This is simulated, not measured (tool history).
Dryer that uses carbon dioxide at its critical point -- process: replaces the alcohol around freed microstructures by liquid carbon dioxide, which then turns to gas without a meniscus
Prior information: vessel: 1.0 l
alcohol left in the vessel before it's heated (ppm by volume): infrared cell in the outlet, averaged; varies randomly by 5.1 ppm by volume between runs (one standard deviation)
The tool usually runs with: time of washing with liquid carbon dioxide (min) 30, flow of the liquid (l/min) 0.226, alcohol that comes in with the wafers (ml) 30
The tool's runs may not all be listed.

run,hour,time of washing with liquid carbon dioxide (min),flow of the liquid (l/min),alcohol that comes in with the wafers (ml),alcohol left in the vessel before it's heated (ppm by volume)
1,0.0,30,0.226,30,121
2,41.0,30,0.226,30,127
3,73.8,30,0.226,30,132
4,110.7,30,0.226,30,132
5,164.4,30,0.226,30,136
6,205.0,30,0.226,30,141
7,256.2,30,0.226,30,142
8,310.3,30,0.296,30,58
9,375.3,30,0.296,21,43
10,441.4,18,0.353,25,183
11,472.1,30,0.141,26,944
12,515.7,45,0.226,30,49
13,561.9,37,0.226,60,122

For run 14, what comes out?
14,613.5,37,0.226,60,?

Run 14 came out at alcohol left in the vessel before it's heated (ppm by volume) 131.
With the hidden condition absent and the run-to-run variation left alone, this run would have shown alcohol left in the vessel before it's heated (ppm by volume) 24.
